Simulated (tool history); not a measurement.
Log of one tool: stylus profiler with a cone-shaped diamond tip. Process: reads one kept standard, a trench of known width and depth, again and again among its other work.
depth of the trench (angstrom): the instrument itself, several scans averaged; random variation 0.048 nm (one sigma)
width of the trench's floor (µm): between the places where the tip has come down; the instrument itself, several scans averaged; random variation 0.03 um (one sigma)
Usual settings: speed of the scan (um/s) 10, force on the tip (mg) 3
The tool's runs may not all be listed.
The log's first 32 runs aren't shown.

run,hour,speed of the scan (um/s),force on the tip (mg),depth of the trench (angstrom),width of the trench's floor (µm)
33,2980.1,33,1.65,2022.6,96.96
34,3083.4,7,1.22,2019.8,97.01
35,3161.1,3,6.89,2056.8,96.95
36,3259.7,3,1.41,2021.6,96.97
37,3379.5,4,1.81,2024.9,96.82
38,3504.1,4,1.81,2024.5,96.71
39,3615.4,39,5.05,2047.9,96.55
40,3737.9,7,1.86,2024.9,96.53
41,3862.4,7,1.86,2025.6,96.47
42,3967.4,3,2.16,2027.7,96.43
43,4093.8,4,1.97,2027.3,96.35
44,4147.3,4,1.97,2027.6,96.28
45,4212.1,4,1.97,2027.7,96.25
46,4266,4,1.97,2027.2,96.21
47,4334.4,27,7.24,2061.4,96.16

Forecast each of these 3 alternatives for the next run:
A,4444,4,3,?,?
B,4444,15,1.9,?,?
C,4444,3,4.78,?,?

run,depth of the trench (angstrom),width of the trench's floor (µm)
A,2035.9,96.16
B,2027.1,96.02
C,2047.2,96.1
Without the tool's hidden state the same runs would have given:
run,depth of the trench (angstrom),width of the trench's floor (µm)
A,2032.9,97.21
B,2024,97.08
C,2044.1,97.15
